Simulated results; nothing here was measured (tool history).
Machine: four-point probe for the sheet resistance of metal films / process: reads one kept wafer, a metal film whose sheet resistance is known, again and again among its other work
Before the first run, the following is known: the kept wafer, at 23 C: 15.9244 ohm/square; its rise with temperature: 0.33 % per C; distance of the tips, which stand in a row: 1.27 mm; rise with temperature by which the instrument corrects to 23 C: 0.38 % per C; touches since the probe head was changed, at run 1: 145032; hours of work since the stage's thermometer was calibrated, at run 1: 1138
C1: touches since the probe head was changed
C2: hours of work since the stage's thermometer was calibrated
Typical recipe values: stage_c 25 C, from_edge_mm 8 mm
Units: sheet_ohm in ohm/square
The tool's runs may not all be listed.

Run 1, hour 0.0: usual settings; C1 145032; C2 1138. Result: sheet_ohm 15.812098 ohm/square.
Run 2, hour 39.9: usual settings; C1 147624; C2 1169. Result: sheet_ohm 15.807556 ohm/square.
Run 3, hour 92.8: usual settings; C1 151054; C2 1212. Result: sheet_ohm 15.806936 ohm/square.
Run 4, hour 125.4: usual settings; C1 153171; C2 1238. Result: sheet_ohm 15.800842 ohm/square.
Run 5, hour 183.4: usual settings but from_edge_mm 7 mm; C1 156938; C2 1284. Result: sheet_ohm 15.854727 ohm/square.
Run 6, hour 210.5: usual settings but stage_c 19 C; C1 158695; C2 1305. Result: sheet_ohm 15.838955 ohm/square.
Run 7, hour 247.7: usual settings but stage_c 19 C; C1 161110; C2 1335. Result: sheet_ohm 15.833359 ohm/square.
Run 8, hour 303.3: usual settings; C1 164717; C2 1379. Result: sheet_ohm 15.787584 ohm/square.
Run 9, hour 358.9: usual settings; C1 168328; C2 1424. Result: sheet_ohm 15.780043 ohm/square.
Run 10, hour 404.8: usual settings; C1 171303; C2 1460. Result: sheet_ohm 15.774412 ohm/square.
Run 11, hour 434.3: usual settings; C1 173216; C2 1484. Result: sheet_ohm 15.774632 ohm/square.
Run 12, hour 480.9: usual settings; C1 176246; C2 1521. Result: sheet_ohm 15.767668 ohm/square.
Run 13, hour 532.6: usual settings but stage_c 30 C; C1 179597; C2 1562. Result: sheet_ohm 15.724122 ohm/square.
Run 14, hour 580.0: usual settings but stage_c 30 C; C1 182676; C2 1600. Result: sheet_ohm 15.723594 ohm/square.
Run 15, hour 624.7: usual settings but stage_c 30 C; C1 185576; C2 1635. Result: sheet_ohm 15.720932 ohm/square.
Run 16, hour 671.9: usual settings but stage_c 30 C; C1 188637; C2 1673. Result: sheet_ohm 15.719038 ohm/square.
At hour 718.8: stage's thermometer calibrated.
Run 17, hour 732.0: usual settings but stage_c 35 C; C1 192505; C2 10. Result: sheet_ohm 15.698530 ohm/square.
Run 18, hour 762.9: usual settings; C1 194509; C2 35. Result: sheet_ohm 15.778465 ohm/square.
Run 19, hour 802.7: usual settings but from_edge_mm 33 mm; C1 197095; C2 67. Result: sheet_ohm 15.574868 ohm/square.
Run 20, hour 850.8: usual settings but from_edge_mm 33 mm; C1 200216; C2 105. Result: sheet_ohm 15.572302 ohm/square.
Run 21, hour 882.1: usual settings; C1 202251; C2 130. Result: sheet_ohm 15.755833 ohm/square.
Run 22, hour 918.1: usual settings; C1 204586; C2 159. Result: sheet_ohm 15.764782 ohm/square.
Run 23, hour 970.5: usual settings; C1 207987; C2 201. Result: sheet_ohm 15.755138 ohm/square.
Run 24, hour 1005.2: usual settings but stage_c 23 C, from_edge_mm 11 mm; C1 210240; C2 228. Result: sheet_ohm 15.669552 ohm/square.
Run 25, hour 1059.6: usual settings but from_edge_mm 56 mm; C1 213769; C2 272. Result: sheet_ohm 15.548506 ohm/square.
Run 26, hour 1121.2: usual settings but from_edge_mm 30 mm; C1 217765; C2 321. Result: sheet_ohm 15.546892 ohm/square.
Run 27, hour 1173.9: usual settings but stage_c 31 C, from_edge_mm 34 mm; C1 221188; C2 363. Result: sheet_ohm 15.497391 ohm/square.
Run 28, hour 1222.3: usual settings but stage_c 31 C, from_edge_mm 34 mm; C1 224327; C2 401. Result: sheet_ohm 15.494950 ohm/square.
Run 29, hour 1285.4: usual settings but stage_c 22 C, from_edge_mm 46 mm; C1 228424; C2 452. Result: sheet_ohm 15.549305 ohm/square.
At hour 1321.2: new probe head fitted.
Run 30, hour 1333.3: usual settings but from_edge_mm 40 mm; C1 783; C2 489. Result: sheet_ohm 15.983896 ohm/square.
Run 31, hour 1370.8: usual settings but stage_c 23 C, from_edge_mm 6 mm; C1 3218; C2 519. Result: sheet_ohm 16.364459 ohm/square.
Run 32, hour 1403.0: usual settings but stage_c 23 C, from_edge_mm 6 mm; C1 5305; C2 544. Result: sheet_ohm 16.363856 ohm/square.
Run 33, hour 1461.3: usual settings but stage_c 31 C, from_edge_mm 56 mm; C1 9089; C2 591. Result: sheet_ohm 15.914877 ohm/square.
Run 34, hour 1490.0: usual settings but from_edge_mm 20 mm; C1 10955; C2 614. Result: sheet_ohm 15.994994 ohm/square.
Run 35, hour 1537.6: usual settings but from_edge_mm 20 mm; C1 14041; C2 652. Result: sheet_ohm 15.992461 ohm/square.
Run 36, hour 1574.6: usual settings but from_edge_mm 20 mm; C1 16444; C2 681. Result: sheet_ohm 15.992540 ohm/square.
Run 37, hour 1611.9: usual settings but from_edge_mm 20 mm; C1 18862; C2 711. Result: sheet_ohm 15.988246 ohm/square.
Run 38, hour 1659.8: usual settings but from_edge_mm 20 mm; C1 21975; C2 749. Result: sheet_ohm 15.982124 ohm/square.
Run 39, hour 1690.7: usual settings but stage_c 29 C, from_edge_mm 5 mm; C1 23977; C2 774. Result: sheet_ohm 16.444895 ohm/square.
Run 40, hour 1727.7: usual settings but stage_c 29 C, from_edge_mm 5 mm; C1 26382; C2 803. Result: sheet_ohm 16.443987 ohm/square.
Run 41, hour 1782.3: usual settings but stage_c 24 C, from_edge_mm 7 mm; C1 29923; C2 847. Result: sheet_ohm 16.223906 ohm/square.
Run 42, hour 1843.8: usual settings but stage_c 18 C, from_edge_mm 66 mm; C1 33914; C2 896. Result: sheet_ohm 15.989071 ohm/square.
Run 43, hour 1892.7: usual settings but from_edge_mm 28 mm; C1 37091; C2 935. Result: sheet_ohm 15.945195 ohm/square.
Run 44, hour 1928.3: usual settings but from_edge_mm 28 mm; C1 39396; C2 963. Result: sheet_ohm 15.936937 ohm/square.
Run 45, hour 1965.5: usual settings but stage_c 20 C, from_edge_mm 14 mm; C1 41811; C2 993. Result: sheet_ohm 16.036785 ohm/square.
Run 46, hour 2009.9: usual settings but stage_c 20 C, from_edge_mm 15 mm; C1 44696; C2 1028. Result: sheet_ohm 16.022396 ohm/square.

3 options for the next run, each taken on its own from the tool as it stands now. Forecast them:
Run A, hour 2041.4: usual settings but stage_c 19 C, from_edge_mm 24 mm; C1 46740; C2 1053. Result: sheet_ohm ?.
Run B, hour 2041.4: usual settings but stage_c 22 C, from_edge_mm 5 mm; C1 46740; C2 1053. Result: sheet_ohm ?.
Run C, hour 2041.4: usual settings but stage_c 33 C, from_edge_mm 52 mm; C1 46740; C2 1053. Result: sheet_ohm ?.

run  sheet_ohm
  A  15.988708
  B  16.473087
  C  15.862597
What these runs would have given with no unlogged condition in the tool:
run  sheet_ohm
  A  15.981693
  B  16.465780
  C  15.855059
